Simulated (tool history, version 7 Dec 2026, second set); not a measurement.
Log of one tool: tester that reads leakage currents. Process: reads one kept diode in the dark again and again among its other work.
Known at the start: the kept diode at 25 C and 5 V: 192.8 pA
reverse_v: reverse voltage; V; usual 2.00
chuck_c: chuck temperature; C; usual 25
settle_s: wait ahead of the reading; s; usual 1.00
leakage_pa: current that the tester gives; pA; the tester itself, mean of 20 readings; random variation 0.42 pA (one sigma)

{"run": 1, "day": 0.0, "reverse_v": 2.0, "chuck_c": 25, "settle_s": 1.0, "leakage_pa": 135.29}
{"run": 2, "day": 7.65, "reverse_v": 2.0, "chuck_c": 25, "settle_s": 1.0, "leakage_pa": 134.03}
{"run": 3, "day": 16.067, "reverse_v": 2.0, "chuck_c": 25, "settle_s": 1.0, "leakage_pa": 133.12}
{"run": 4, "day": 22.504, "reverse_v": 2.0, "chuck_c": 25, "settle_s": 2.53, "leakage_pa": 131.71}
{"run": 5, "day": 30.888, "reverse_v": 2.0, "chuck_c": 25, "settle_s": 2.53, "leakage_pa": 131.24}
{"run": 6, "day": 39.342, "reverse_v": 2.0, "chuck_c": 25, "settle_s": 2.53, "leakage_pa": 129.22}
{"run": 7, "day": 47.588, "reverse_v": 2.0, "chuck_c": 25, "settle_s": 2.53, "leakage_pa": 129.13}
{"run": 8, "day": 54.304, "reverse_v": 2.0, "chuck_c": 25, "settle_s": 2.53, "leakage_pa": 127.27}
{"run": 9, "day": 62.671, "reverse_v": 2.0, "chuck_c": 25, "settle_s": 2.53, "leakage_pa": 127.54}
{"run": 10, "day": 68.742, "reverse_v": 2.0, "chuck_c": 25, "settle_s": 0.57, "leakage_pa": 127.21}
{"day": 73.125, "done": "probe card cleaned and baked"}
{"run": 11, "day": 73.183, "reverse_v": 7.13, "chuck_c": 25, "settle_s": 1.0, "leakage_pa": 195.38}
{"run": 12, "day": 78.033, "reverse_v": 7.13, "chuck_c": 25, "settle_s": 1.0, "leakage_pa": 195.58}
{"run": 13, "day": 86.288, "reverse_v": 2.0, "chuck_c": 25, "settle_s": 1.0, "leakage_pa": 121.8}
{"day": 91.971, "done": "chuck's temperature calibrated"}
{"run": 14, "day": 94.279, "reverse_v": 2.0, "chuck_c": 25, "settle_s": 1.0, "leakage_pa": 141.25}
{"run": 15, "day": 98.479, "reverse_v": 2.2, "chuck_c": 25, "settle_s": 1.0, "leakage_pa": 145.29}
{"run": 16, "day": 104.596, "reverse_v": 2.2, "chuck_c": 25, "settle_s": 1.0, "leakage_pa": 145.32}
{"run": 17, "day": 112.812, "reverse_v": 4.89, "chuck_c": 25, "settle_s": 1.0, "leakage_pa": 194.08}
{"run": 18, "day": 117.712, "reverse_v": 2.0, "chuck_c": 25, "settle_s": 6.81, "leakage_pa": 138.08}
{"run": 19, "day": 124.888, "reverse_v": 2.0, "chuck_c": 25, "settle_s": 1.07, "leakage_pa": 137.77}
{"run": 20, "day": 132.45, "reverse_v": 5.31, "chuck_c": 32, "settle_s": 7.38, "leakage_pa": 336.15}
{"run": 21, "day": 136.638, "reverse_v": 5.31, "chuck_c": 32, "settle_s": 7.38, "leakage_pa": 336.74}
{"run": 22, "day": 141.421, "reverse_v": 5.31, "chuck_c": 32, "settle_s": 7.38, "leakage_pa": 336.62}
{"run": 23, "day": 147.154, "reverse_v": 5.31, "chuck_c": 32, "settle_s": 7.38, "leakage_pa": 333.66}

Forecast run 24:
{"run": 24, "day": 151.871, "reverse_v": 3.24, "chuck_c": 55, "settle_s": 0.63, "leakage_pa": "?"}

leakage_pa: 1442.78 pA
Without the tool's hidden state the same run would have given leakage_pa 1503.38 pA.

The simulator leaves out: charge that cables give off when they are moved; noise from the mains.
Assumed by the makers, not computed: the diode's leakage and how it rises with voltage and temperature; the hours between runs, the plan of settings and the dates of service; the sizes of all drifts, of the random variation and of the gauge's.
